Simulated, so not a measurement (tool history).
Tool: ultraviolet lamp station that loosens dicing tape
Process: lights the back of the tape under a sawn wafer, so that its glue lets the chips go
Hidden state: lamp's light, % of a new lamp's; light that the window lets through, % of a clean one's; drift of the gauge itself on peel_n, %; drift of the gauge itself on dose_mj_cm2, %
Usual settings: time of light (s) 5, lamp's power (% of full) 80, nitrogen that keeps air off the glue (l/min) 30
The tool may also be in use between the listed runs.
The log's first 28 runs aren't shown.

| run | hour | time of light (s) | lamp's power (% of full) | nitrogen that keeps air off the glue (l/min) | hours of work of the lamp | hours of work since the window was cleaned | force that peels the tape off (N) | light that reached the tape (mJ/cm²) |
|---|---|---|---|---|---|---|---|---|
| 29 | 369.8 | 6 | 92 | 12 | 420 | 272 | 0.655 | 255 |
| 30 | 387.2 | 3 | 76 | 12 | 433 | 285 | 2.507 | 107 |
| 31 | 401.6 | 4 | 86 | 33 | 444 | 295 | 0.757 | 161 |
| 32 | 417.3 | 5 | 69 | 48 | 455 | 307 | 0.613 | 152 |
| 33 | 429.9 | 5 | 69 | 48 | 465 | 317 | 0.614 | 156 |
| 34 | 446.7 | 5 | 80 | 34 | 478 | 329 | 0.599 | 182 |
| 35 | 457.6 | 5 | 66 | 30 | 486 | 337 | 0.936 | 145 |
| 36 | 469.3 | 5 | 80 | 30 | 494 | 346 | 0.636 | 174 |
| 37 | 487.3 | 5 | 80 | 30 | 508 | 360 | 0.652 | 174 |
| 38 | 502.9 | 5 | 80 | 30 | 520 | 372 | 0.673 | 173 |
| 39 | 515.3 | 5 | 80 | 30 | 529 | 381 | 0.708 | 174 |
| 40 | 523.9 | 4 | 66 | 51 | 535 | 387 | 1.081 | 114 |
| 41 | 533.7 | 9 | 80 | 20 | 543 | 395 | 0.295 | 309 |
| 42 | 546.5 | 9 | 80 | 20 | 552 | 404 | 0.302 | 310 |
| 43 | 561.5 | 3 | 83 | 20 | 564 | 416 | 1.937 | 105 |

Forecast each of these 3 alternatives for the next run:
| A | 574.3 | 3 | 91 | 20 | 573 | 425 | ? | ? |
| B | 574.3 | 3 | 91 | 36 | 573 | 425 | ? | ? |
| C | 574.3 | 9 | 77 | 11 | 573 | 425 | ? | ? |

| run | force that peels the tape off (N) | light that reached the tape (mJ/cm²) |
|---|---|---|
| A | 1.816 | 116 |
| B | 1.312 | 115 |
| C | 0.566 | 296 |
Without the tool's hidden state the same runs would have given:
| run | force that peels the tape off (N) | light that reached the tape (mJ/cm²) |
|---|---|---|
| A | 1.13 | 160 |
| B | 0.753 | 158 |
| C | 0.305 | 406 |
